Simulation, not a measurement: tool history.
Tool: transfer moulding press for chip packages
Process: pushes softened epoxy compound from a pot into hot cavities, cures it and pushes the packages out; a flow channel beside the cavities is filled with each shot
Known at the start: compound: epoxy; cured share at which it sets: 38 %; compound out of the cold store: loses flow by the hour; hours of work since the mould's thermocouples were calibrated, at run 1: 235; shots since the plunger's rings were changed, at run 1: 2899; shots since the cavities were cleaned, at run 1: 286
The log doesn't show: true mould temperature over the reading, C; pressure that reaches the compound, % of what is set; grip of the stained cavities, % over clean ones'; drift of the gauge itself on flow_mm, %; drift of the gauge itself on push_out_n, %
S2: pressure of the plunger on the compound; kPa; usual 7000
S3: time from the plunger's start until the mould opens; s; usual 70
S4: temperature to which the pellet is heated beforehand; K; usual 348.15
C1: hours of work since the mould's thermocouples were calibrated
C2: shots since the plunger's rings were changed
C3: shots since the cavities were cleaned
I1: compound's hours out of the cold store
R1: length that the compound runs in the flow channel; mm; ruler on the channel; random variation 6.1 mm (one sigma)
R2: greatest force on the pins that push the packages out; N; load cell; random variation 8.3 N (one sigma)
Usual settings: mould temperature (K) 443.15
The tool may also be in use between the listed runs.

{"run": 1, "hour": 0.0, "mould temperature (K)": 443.15, "S2": 7000, "S3": 70, "S4": 348.15, "C1": 235, "C2": 2899, "C3": 286, "I1": 25.6, "R1": 621, "R2": 467}
{"hour": 20.1, "done": "cavities cleaned with cleaning compound and waxed"}
{"run": 2, "hour": 34.2, "mould temperature (K)": 443.15, "S2": 7000, "S3": 70, "S4": 350.15, "C1": 254, "C2": 3287, "C3": 168, "I1": 45.1, "R1": 593, "R2": 401}
{"hour": 63.6, "done": "cavities cleaned with cleaning compound and waxed"}
{"run": 3, "hour": 63.6, "mould temperature (K)": 443.15, "S2": 7000, "S3": 70, "S4": 350.15, "C1": 269, "C2": 3617, "C3": 0, "I1": 36.0, "R1": 605, "R2": 353}
{"run": 4, "hour": 88.9, "mould temperature (K)": 440.15, "S2": 7000, "S3": 70, "S4": 350.15, "C1": 283, "C2": 3917, "C3": 300, "I1": 34.1, "R1": 604, "R2": 514}
{"hour": 110.2, "done": "cavities cleaned with cleaning compound and waxed"}
{"hour": 122.2, "done": "plunger's sealing rings changed"}
{"run": 5, "hour": 141.1, "mould temperature (K)": 443.15, "S2": 7000, "S3": 70, "S4": 348.15, "C1": 310, "C2": 224, "C3": 337, "I1": 18.6, "R1": 677, "R2": 443}
{"hour": 157.3, "done": "cavities cleaned with cleaning compound and waxed"}
{"hour": 201.0, "done": "cavities cleaned with cleaning compound and waxed"}
{"run": 6, "hour": 201.0, "mould temperature (K)": 443.15, "S2": 7000, "S3": 70, "S4": 353.15, "C1": 342, "C2": 898, "C3": 0, "I1": 32.8, "R1": 642, "R2": 353}
{"run": 7, "hour": 237.3, "mould temperature (K)": 443.15, "S2": 7000, "S3": 79, "S4": 348.15, "C1": 362, "C2": 1329, "C3": 431, "I1": 20.5, "R1": 649, "R2": 426}
{"hour": 244.6, "done": "cavities cleaned with cleaning compound and waxed"}
{"run": 8, "hour": 286.2, "mould temperature (K)": 443.15, "S2": 7000, "S3": 79, "S4": 348.15, "C1": 388, "C2": 1891, "C3": 494, "I1": 42.4, "R1": 616, "R2": 439}
{"hour": 291.8, "done": "cavities cleaned with cleaning compound and waxed"}
{"hour": 336.3, "done": "cavities cleaned with cleaning compound and waxed"}
{"run": 9, "hour": 341.6, "mould temperature (K)": 443.15, "S2": 7000, "S3": 79, "S4": 351.15, "C1": 417, "C2": 2512, "C3": 63, "I1": 19.5, "R1": 640, "R2": 324}
{"hour": 385.0, "done": "cavities cleaned with cleaning compound and waxed"}
{"run": 10, "hour": 387.0, "mould temperature (K)": 443.15, "S2": 7000, "S3": 79, "S4": 351.15, "C1": 442, "C2": 3032, "C3": 23, "I1": 34.8, "R1": 606, "R2": 325}
{"hour": 433.7, "done": "cavities cleaned with cleaning compound and waxed"}
{"run": 11, "hour": 449.0, "mould temperature (K)": 443.15, "S2": 7000, "S3": 70, "S4": 348.15, "C1": 475, "C2": 3749, "C3": 181, "I1": 31.4, "R1": 611, "R2": 395}
{"hour": 478.8, "done": "cavities cleaned with cleaning compound and waxed"}
{"hour": 496.2, "done": "plunger's sealing rings changed"}
{"run": 12, "hour": 512.6, "mould temperature (K)": 443.15, "S2": 7000, "S3": 70, "S4": 348.15, "C1": 509, "C2": 194, "C3": 371, "I1": 45.2, "R1": 632, "R2": 459}
{"hour": 525.5, "done": "cavities cleaned with cleaning compound and waxed"}
{"run": 13, "hour": 561.0, "mould temperature (K)": 443.15, "S2": 7500, "S3": 70, "S4": 348.15, "C1": 535, "C2": 750, "C3": 421, "I1": 25.8, "R1": 676, "R2": 465}
{"hour": 571.1, "done": "cavities cleaned with cleaning compound and waxed"}
{"hour": 604.6, "done": "mould's thermocouples calibrated"}
{"run": 14, "hour": 607.8, "mould temperature (K)": 448.15, "S2": 7000, "S3": 89, "S4": 353.15, "C1": 2, "C2": 1263, "C3": 411, "I1": 26.2, "R1": 637, "R2": 416}
{"hour": 618.3, "done": "cavities cleaned with cleaning compound and waxed"}
{"run": 15, "hour": 653.8, "mould temperature (K)": 443.15, "S2": 7000, "S3": 70, "S4": 344.15, "C1": 27, "C2": 1791, "C3": 421, "I1": 33.6, "R1": 629, "R2": 473}
{"hour": 666.1, "done": "cavities cleaned with cleaning compound and waxed"}
{"run": 16, "hour": 693.3, "mould temperature (K)": 443.15, "S2": 7000, "S3": 70, "S4": 344.15, "C1": 48, "C2": 2241, "C3": 322, "I1": 35.6, "R1": 625, "R2": 471}
{"hour": 713.1, "done": "cavities cleaned with cleaning compound and waxed"}
{"run": 17, "hour": 747.7, "mould temperature (K)": 449.15, "S2": 7000, "S3": 70, "S4": 346.15, "C1": 77, "C2": 2868, "C3": 409, "I1": 26.9, "R1": 613, "R2": 417}
{"hour": 757.5, "done": "cavities cleaned with cleaning compound and waxed"}
{"run": 18, "hour": 780.2, "mould temperature (K)": 443.15, "S2": 7000, "S3": 63, "S4": 338.15, "C1": 94, "C2": 3236, "C3": 269, "I1": 31.4, "R1": 616, "R2": 589}
{"hour": 802.5, "done": "cavities cleaned with cleaning compound and waxed"}
{"run": 19, "hour": 814.8, "mould temperature (K)": 443.15, "S2": 5620, "S3": 70, "S4": 340.15, "C1": 113, "C2": 3628, "C3": 145, "I1": 22.5, "R1": 562, "R2": 426}
{"hour": 848.3, "done": "cavities cleaned with cleaning compound and waxed"}
{"run": 20, "hour": 865.8, "mould temperature (K)": 443.15, "S2": 8400, "S3": 63, "S4": 348.15, "C1": 140, "C2": 4215, "C3": 207, "I1": 16.0, "R1": 680, "R2": 518}
{"hour": 873.6, "done": "plunger's sealing rings changed"}
{"hour": 896.2, "done": "cavities cleaned with cleaning compound and waxed"}
{"run": 21, "hour": 901.4, "mould temperature (K)": 440.15, "S2": 8400, "S3": 63, "S4": 348.15, "C1": 158, "C2": 311, "C3": 61, "I1": 11.7, "R1": 757, "R2": 618}
{"hour": 940.6, "done": "cavities cleaned with cleaning compound and waxed"}
{"run": 22, "hour": 945.7, "mould temperature (K)": 440.15, "S2": 8400, "S3": 63, "S4": 346.15, "C1": 182, "C2": 818, "C3": 60, "I1": 9.0, "R1": 757, "R2": 602}
{"run": 23, "hour": 972.9, "mould temperature (K)": 440.15, "S2": 6540, "S3": 56, "S4": 343.15, "C1": 197, "C2": 1141, "C3": 383, "I1": 14.6, "R1": 658, "R2": 1010}

5 ways to go on from here, each from the tool as it stands after run 23. What would each give?
{"hour": 988.1, "done": "cavities cleaned with cleaning compound and waxed"}
{"hour": 1032.2, "done": "cavities cleaned with cleaning compound and waxed"}
{"run": "A", "hour": 1036.8, "mould temperature (K)": 440.15, "S2": 6540, "S3": 56, "S4": 350.15, "C1": 231, "C2": 1863, "C3": 54, "I1": 16.8, "R1": "?", "R2": "?"}
{"hour": 988.1, "done": "cavities cleaned with cleaning compound and waxed"}
{"hour": 1032.2, "done": "cavities cleaned with cleaning compound and waxed"}
{"run": "B", "hour": 1036.8, "mould temperature (K)": 440.15, "S2": 5490, "S3": 56, "S4": 352.15, "C1": 231, "C2": 1863, "C3": 54, "I1": 40.4, "R1": "?", "R2": "?"}
{"hour": 988.1, "done": "cavities cleaned with cleaning compound and waxed"}
{"hour": 1032.2, "done": "cavities cleaned with cleaning compound and waxed"}
{"run": "C", "hour": 1036.8, "mould temperature (K)": 443.15, "S2": 6540, "S3": 80, "S4": 352.15, "C1": 231, "C2": 1863, "C3": 54, "I1": 46.1, "R1": "?", "R2": "?"}
{"hour": 988.1, "done": "cavities cleaned with cleaning compound and waxed"}
{"hour": 1032.2, "done": "cavities cleaned with cleaning compound and waxed"}
{"run": "D", "hour": 1036.8, "mould temperature (K)": 443.15, "S2": 7140, "S3": 60, "S4": 354.15, "C1": 231, "C2": 1863, "C3": 54, "I1": 23.2, "R1": "?", "R2": "?"}
{"hour": 988.1, "done": "cavities cleaned with cleaning compound and waxed"}
{"hour": 1032.2, "done": "cavities cleaned with cleaning compound and waxed"}
{"run": "E", "hour": 1036.8, "mould temperature (K)": 440.15, "S2": 7590, "S3": 69, "S4": 343.15, "C1": 231, "C2": 1863, "C3": 54, "I1": 18.6, "R1": "?", "R2": "?"}

run=A R1=633 R2=824
run=B R1=552 R2=751
run=C R1=592 R2=345
run=D R1=656 R2=511
run=E R1=679 R2=478
Without the tool's hidden state the same runs would have given:
run=A R1=657 R2=796
run=B R1=573 R2=726
run=C R1=615 R2=322
run=D R1=681 R2=494
run=E R1=705 R2=461
